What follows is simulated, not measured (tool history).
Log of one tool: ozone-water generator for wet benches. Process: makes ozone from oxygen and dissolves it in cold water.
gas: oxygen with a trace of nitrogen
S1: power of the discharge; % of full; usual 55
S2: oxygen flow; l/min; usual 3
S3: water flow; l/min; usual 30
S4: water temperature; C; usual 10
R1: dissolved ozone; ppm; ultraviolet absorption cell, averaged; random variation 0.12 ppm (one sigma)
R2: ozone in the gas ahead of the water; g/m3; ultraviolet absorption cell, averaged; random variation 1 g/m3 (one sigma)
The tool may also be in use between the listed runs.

run    hour  S1    S2  S3  S4    R1     R2
  1       0  55     3  30  10   9.6  154.4
  2    82.2  55     3  30  10   9.6  152.4
  3   248.3  55     3  30  10   9.4  152.8
  4   382.9  55     3  30  10   9.3  152.7
  5   487.7  55     3  30  10   9.1  152.7
  6   633.9  55     3  30  10   9.3  150.7
  7   748.7  55     3  30  10   9.5  152.3
  8   847.8  55     3  30  10   9.3  150.2
  9   975.8  55     3  30  10   9.3  150.2
 10  1113.2  55     3  30   8   9.5  149.7
 11  1259.2  55  3.83  30  10   9.7  128.7
 12  1339.2  55  3.83  30  10   9.6  129.4
 13  1431.9  55     3  24  10  11.4  149.9
 14  1565.1  55     3  24  10  11.7  148.7
     1579.2  -- contactor cleaned
 15  1713.1  55     3  20  10  13.5  149.8
 16  1785.4  76     3  44  16     7  176.2
 17  1923.1  55     3  34  10   7.9  147.8
     2014.6  -- contactor cleaned, once more
 18  2065.1  55  5.32  20  10  14.2  106.9
 19  2230.7  55  5.32  20  10  14.2  105.5
 20  2309.6  59  1.97  20  12  12.7  194.8
 21  2468.2  55  2.19  30  15   8.3  176.2
 22  2577.9  69  2.64  19   7  15.9  176.1
 23    2655  69  2.23  25   7  11.6  194.1

5 ways to go on from here, each from the tool as it stands after run 23. What would each give?
  A  2793.7  43     3  32  10   ?   ?
  B  2793.7  67  2.23  46   7   ?   ?
  C  2793.7  55  3.07  39  10   ?   ?
  D  2793.7  69  1.72  25   5   ?   ?
  E  2793.7  73  2.23  25   7   ?   ?

run    R1     R2
  A   7.3  127.5
  B   5.9  192.3
  C     7  144.5
  D    11  227.2
  E  11.9  201.7
Without the tool's hidden state the same runs would have given:
run    R1     R2
  A   8.5  147.4
  B   7.2  233.4
  C   8.3  171.5
  D  13.4  276.9
  E  14.6  247.4
